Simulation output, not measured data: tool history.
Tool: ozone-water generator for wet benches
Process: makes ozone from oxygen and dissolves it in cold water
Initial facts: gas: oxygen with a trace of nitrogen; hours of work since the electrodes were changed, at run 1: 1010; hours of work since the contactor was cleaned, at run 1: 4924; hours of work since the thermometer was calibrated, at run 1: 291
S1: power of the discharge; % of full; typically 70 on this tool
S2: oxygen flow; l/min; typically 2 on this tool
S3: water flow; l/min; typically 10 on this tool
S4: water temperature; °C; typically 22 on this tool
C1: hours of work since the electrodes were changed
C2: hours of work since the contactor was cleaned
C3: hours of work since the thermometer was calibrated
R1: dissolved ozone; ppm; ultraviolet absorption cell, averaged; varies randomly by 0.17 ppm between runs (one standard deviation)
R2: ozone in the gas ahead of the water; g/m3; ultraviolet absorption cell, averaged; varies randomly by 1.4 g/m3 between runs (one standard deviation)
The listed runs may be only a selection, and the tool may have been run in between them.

run	hour	S1	S2	S3	S4	C1	C2	C3	R1	R2
1	0.0	70	2	10	22	1010	4924	291	20.7	264.2
2	131.8	70	2	10	22	1104	5017	385	20.5	263.8
3	343.6	70	2	10	22	1254	5167	535	20.3	262.2
# hour 448.1: contactor cleaned
4	460.0	70	2	10	22	1333	8	614	22.3	265.3
5	637.4	70	2	10	22	1459	134	740	22.0	265.5
6	799.3	70	2	10	22	1573	249	854	22.3	261.5
7	901.3	70	2	10	14	1646	321	927	24.5	262.4
8	1024.8	70	2	10	14	1733	408	1014	24.3	261.3
# hour 1037.6: water thermometer calibrated
9	1116.2	70	2	8	14	1797	473	56	29.1	260.6

Run 10, settings as shown, results not yet in. Your forecast:
10	1332.6	70	2	8	14	1951	626	209	?	?

R1: 28.9 ppm
R2: 261.7 g/m3
With no hidden state in the tool, this same run would have given R1 30.3 ppm, R2 270.2 g/m3.
